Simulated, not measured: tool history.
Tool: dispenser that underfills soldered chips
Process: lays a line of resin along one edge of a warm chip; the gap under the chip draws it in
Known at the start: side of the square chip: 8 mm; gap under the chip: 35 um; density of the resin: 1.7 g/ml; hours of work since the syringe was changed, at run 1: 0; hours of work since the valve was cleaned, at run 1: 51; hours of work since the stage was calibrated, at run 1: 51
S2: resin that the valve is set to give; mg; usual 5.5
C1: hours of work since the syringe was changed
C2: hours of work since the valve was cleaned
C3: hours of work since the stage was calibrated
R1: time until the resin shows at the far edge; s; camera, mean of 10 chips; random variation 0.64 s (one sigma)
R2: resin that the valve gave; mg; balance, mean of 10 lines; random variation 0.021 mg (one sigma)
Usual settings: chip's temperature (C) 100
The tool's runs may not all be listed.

{"run": 1, "day": 0.0, "chip's temperature (C)": 100, "S2": 5.5, "C1": 0, "C2": 51, "C3": 51, "R1": 61, "R2": 5.34}
{"run": 2, "day": 0.179, "chip's temperature (C)": 100, "S2": 5.5, "C1": 3, "C2": 54, "C3": 54, "R1": 71.7, "R2": 5.36}
{"run": 3, "day": 0.358, "chip's temperature (C)": 100, "S2": 5.5, "C1": 6, "C2": 56, "C3": 56, "R1": 83.3, "R2": 5.31}
{"run": 4, "day": 0.542, "chip's temperature (C)": 100, "S2": 5.5, "C1": 9, "C2": 59, "C3": 59, "R1": 97.4, "R2": 5.33}
{"day": 0.579, "done": "new syringe of resin"}
{"run": 5, "day": 0.646, "chip's temperature (C)": 100, "S2": 5.5, "C1": 1, "C2": 61, "C3": 61, "R1": 64.1, "R2": 5.34}
{"day": 0.75, "done": "dispensing valve cleaned and set on the balance"}
{"run": 6, "day": 0.838, "chip's temperature (C)": 100, "S2": 5.88, "C1": 3, "C2": 1, "C3": 63, "R1": 71.2, "R2": 5.89}
{"run": 7, "day": 0.917, "chip's temperature (C)": 112, "S2": 5.88, "C1": 5, "C2": 3, "C3": 64, "R1": 47, "R2": 5.85}
{"run": 8, "day": 1.017, "chip's temperature (C)": 112, "S2": 5.88, "C1": 6, "C2": 4, "C3": 66, "R1": 51.4, "R2": 5.85}
{"run": 9, "day": 1.142, "chip's temperature (C)": 99, "S2": 5.5, "C1": 8, "C2": 6, "C3": 68, "R1": 96.3, "R2": 5.47}
{"day": 1.196, "done": "new syringe of resin"}
{"run": 10, "day": 1.242, "chip's temperature (C)": 100, "S2": 5.54, "C1": 1, "C2": 8, "C3": 69, "R1": 60.4, "R2": 5.49}
{"run": 11, "day": 1.433, "chip's temperature (C)": 100, "S2": 4.98, "C1": 4, "C2": 11, "C3": 72, "R1": 74, "R2": 4.95}
{"run": 12, "day": 1.575, "chip's temperature (C)": 100, "S2": 5.5, "C1": 6, "C2": 13, "C3": 75, "R1": 82.1, "R2": 5.46}
{"run": 13, "day": 1.692, "chip's temperature (C)": 100, "S2": 5.5, "C1": 8, "C2": 15, "C3": 76, "R1": 90.3, "R2": 5.46}
{"day": 1.771, "done": "new syringe of resin"}
{"run": 14, "day": 1.792, "chip's temperature (C)": 100, "S2": 5.5, "C1": 0, "C2": 16, "C3": 78, "R1": 59.7, "R2": 5.46}
{"run": 15, "day": 1.979, "chip's temperature (C)": 100, "S2": 5.28, "C1": 3, "C2": 19, "C3": 81, "R1": 71.2, "R2": 5.21}
{"run": 16, "day": 2.088, "chip's temperature (C)": 91, "S2": 5.28, "C1": 5, "C2": 21, "C3": 83, "R1": 114.9, "R2": 5.2}
{"run": 17, "day": 2.183, "chip's temperature (C)": 100, "S2": 5.5, "C1": 7, "C2": 22, "C3": 84, "R1": 85.5, "R2": 5.43}
{"run": 18, "day": 2.317, "chip's temperature (C)": 100, "S2": 5.5, "C1": 9, "C2": 24, "C3": 86, "R1": 94.5, "R2": 5.39}
{"day": 2.346, "done": "new syringe of resin"}
{"run": 19, "day": 2.429, "chip's temperature (C)": 100, "S2": 7.17, "C1": 1, "C2": 26, "C3": 88, "R1": 61.4, "R2": 7.07}

Forecast run 20:
{"run": 20, "day": 2.571, "chip's temperature (C)": 96, "S2": 4.76, "C1": 4, "C2": 28, "C3": 90, "R1": "?", "R2": "?"}

{"run 20": {"R1": 89.6, "R2": 4.69}}
Without the tool's hidden state the same run would have given R1 70.9 s, R2 4.76 mg.
